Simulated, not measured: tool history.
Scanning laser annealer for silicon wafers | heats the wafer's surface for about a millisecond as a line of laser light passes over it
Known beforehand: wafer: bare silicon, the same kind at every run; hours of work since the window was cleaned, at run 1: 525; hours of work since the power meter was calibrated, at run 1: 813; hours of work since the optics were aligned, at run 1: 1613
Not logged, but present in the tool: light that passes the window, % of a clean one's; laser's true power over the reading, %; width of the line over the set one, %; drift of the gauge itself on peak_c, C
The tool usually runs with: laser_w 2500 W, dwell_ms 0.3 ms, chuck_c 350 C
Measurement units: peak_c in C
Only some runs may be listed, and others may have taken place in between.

run,day,laser_w,dwell_ms,chuck_c,hours of work since the window was cleaned,hours of work since the power meter was calibrated,hours of work since the optics were aligned,peak_c
1,0,2500,0.3,350,525,813,1613,1140
# day 1.25: window over the wafer cleaned
2,1.938,2500,0.3,350,8,835,1635,1180
3,4.054,2326,0.3,350,33,860,1660,1121
4,5.354,2326,0.3,350,48,875,1675,1115
5,7.225,2500,0.3,321,70,897,1697,1144
6,9.083,2500,0.3,321,92,919,1719,1145
# day 9.325: laser's power meter calibrated
7,11.15,2500,0.3,321,115,21,1742,1142
8,12.333,2500,0.3,321,129,35,1756,1140
9,14.208,2500,0.3,321,151,57,1778,1139
10,15.367,2707,0.247,337,165,71,1792,1144
11,16.371,2572,0.293,358,176,83,1803,1186
# day 17.333: laser's power meter calibrated, once more
12,18.525,2572,0.293,358,200,14,1827,1179
13,20.042,2572,0.293,358,218,32,1845,1182
14,21.179,2442,0.231,364,231,45,1859,1064
15,22.362,2442,0.231,364,245,59,1872,1062
16,23.575,2442,0.231,364,260,73,1887,1063
17,24.85,2500,0.3,350,275,88,1902,1151

Each row is a separate what-if for the run after 17, all from the same tool condition, not one after another. Results?
A,26.938,2654,0.223,376,299,113,1926,?
B,26.938,2500,0.288,350,299,113,1926,?
C,26.938,2698,0.244,350,299,113,1926,?
D,26.938,2684,0.37,329,299,113,1926,?

run,peak_c
A,1122
B,1135
C,1138
D,1270
Had the tool no hidden state, the same runs would have come out as:
run,peak_c
A,1161
B,1177
C,1181
D,1320

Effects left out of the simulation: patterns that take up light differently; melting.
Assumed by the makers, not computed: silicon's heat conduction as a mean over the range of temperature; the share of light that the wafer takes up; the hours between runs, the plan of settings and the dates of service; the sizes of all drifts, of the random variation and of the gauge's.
